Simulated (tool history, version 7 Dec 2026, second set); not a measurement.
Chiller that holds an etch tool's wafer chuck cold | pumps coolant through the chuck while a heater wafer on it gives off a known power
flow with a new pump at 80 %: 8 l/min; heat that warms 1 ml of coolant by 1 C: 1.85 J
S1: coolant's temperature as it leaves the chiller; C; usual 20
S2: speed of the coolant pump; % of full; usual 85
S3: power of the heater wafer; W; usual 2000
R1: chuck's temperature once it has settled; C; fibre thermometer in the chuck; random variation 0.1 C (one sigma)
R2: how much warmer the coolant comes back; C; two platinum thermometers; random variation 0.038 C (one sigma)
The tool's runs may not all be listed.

{"run": 1, "hour": 0.0, "S1": 20, "S2": 85, "S3": 2000, "R1": 43.1, "R2": 7.65}
{"run": 2, "hour": 24.3, "S1": 20, "S2": 85, "S3": 2000, "R1": 43.2, "R2": 7.67}
{"run": 3, "hour": 48.1, "S1": 20, "S2": 85, "S3": 2000, "R1": 43.1, "R2": 7.66}
{"run": 4, "hour": 88.6, "S1": 15, "S2": 85, "S3": 2000, "R1": 38.4, "R2": 7.72}
{"run": 5, "hour": 110.3, "S1": 20, "S2": 85, "S3": 1589, "R1": 38.3, "R2": 6.09}
{"run": 6, "hour": 151.7, "S1": 16, "S2": 85, "S3": 2000, "R1": 39.3, "R2": 7.74}
{"run": 7, "hour": 188.2, "S1": 16, "S2": 85, "S3": 2000, "R1": 39.3, "R2": 7.66}
{"run": 8, "hour": 215.5, "S1": 16, "S2": 85, "S3": 2000, "R1": 39.2, "R2": 7.71}
{"run": 9, "hour": 255.7, "S1": 16, "S2": 85, "S3": 2000, "R1": 39.4, "R2": 7.63}
{"run": 10, "hour": 284.4, "S1": 16, "S2": 85, "S3": 2000, "R1": 39.2, "R2": 7.71}
{"run": 11, "hour": 304.5, "S1": 20, "S2": 85, "S3": 2000, "R1": 43.4, "R2": 7.69}
{"run": 12, "hour": 337.2, "S1": 20, "S2": 94, "S3": 2000, "R1": 42.5, "R2": 6.95}
{"run": 13, "hour": 371.0, "S1": 20, "S2": 94, "S3": 2000, "R1": 42.3, "R2": 7.09}
{"run": 14, "hour": 411.6, "S1": 20, "S2": 85, "S3": 2000, "R1": 43.3, "R2": 7.71}
{"run": 15, "hour": 444.9, "S1": 19, "S2": 85, "S3": 2000, "R1": 42.4, "R2": 7.69}
{"run": 16, "hour": 466.9, "S1": 19, "S2": 85, "S3": 2000, "R1": 42.5, "R2": 7.8}
{"run": 17, "hour": 490.5, "S1": 20, "S2": 69, "S3": 1070, "R1": 33.8, "R2": 5.09}
{"run": 18, "hour": 523.0, "S1": 20, "S2": 69, "S3": 1070, "R1": 34.1, "R2": 5.1}
{"run": 19, "hour": 547.2, "S1": 20, "S2": 99, "S3": 1637, "R1": 37.8, "R2": 5.5}
{"run": 20, "hour": 585.4, "S1": 18, "S2": 99, "S3": 1017, "R1": 29.0, "R2": 3.37}
{"run": 21, "hour": 605.1, "S1": 28, "S2": 99, "S3": 1138, "R1": 40.3, "R2": 3.78}
{"run": 22, "hour": 637.7, "S1": 28, "S2": 99, "S3": 1138, "R1": 40.2, "R2": 3.81}
{"run": 23, "hour": 667.7, "S1": 28, "S2": 99, "S3": 1138, "R1": 40.1, "R2": 3.8}
{"run": 24, "hour": 700.4, "S1": 28, "S2": 99, "S3": 1138, "R1": 40.2, "R2": 3.82}
{"run": 25, "hour": 736.2, "S1": 18, "S2": 85, "S3": 1073, "R1": 30.4, "R2": 4.22}
{"run": 26, "hour": 770.8, "S1": 18, "S2": 85, "S3": 1073, "R1": 30.3, "R2": 4.17}
{"run": 27, "hour": 812.3, "S1": 18, "S2": 85, "S3": 1073, "R1": 30.8, "R2": 4.13}
{"run": 28, "hour": 840.2, "S1": 15, "S2": 85, "S3": 1941, "R1": 38.0, "R2": 7.4}
{"run": 29, "hour": 861.0, "S1": 15, "S2": 77, "S3": 1941, "R1": 39.3, "R2": 8.22}
{"run": 30, "hour": 903.0, "S1": 20, "S2": 69, "S3": 1413, "R1": 38.7, "R2": 6.72}
{"run": 31, "hour": 935.3, "S1": 20, "S2": 69, "S3": 1413, "R1": 38.7, "R2": 6.71}
{"run": 32, "hour": 967.6, "S1": 20, "S2": 80, "S3": 1066, "R1": 32.9, "R2": 4.4}

3 ways to go on from here, each from the tool as it stands after run 32. What would each give?
{"run": "A", "hour": 1000.9, "S1": 25, "S2": 64, "S3": 2000, "R1": "?", "R2": "?"}
{"run": "B", "hour": 1000.9, "S1": 20, "S2": 85, "S3": 2225, "R1": "?", "R2": "?"}
{"run": "C", "hour": 1000.9, "S1": 11, "S2": 85, "S3": 1706, "R1": "?", "R2": "?"}

run=A R1=52.8 R2=10.23
run=B R1=46.8 R2=8.58
run=C R1=31.2 R2=6.66
Without the tool's hidden state the same runs would have given:
run=A R1=50.3 R2=10.09
run=B R1=44.3 R2=8.46
run=C R1=29.4 R2=6.56
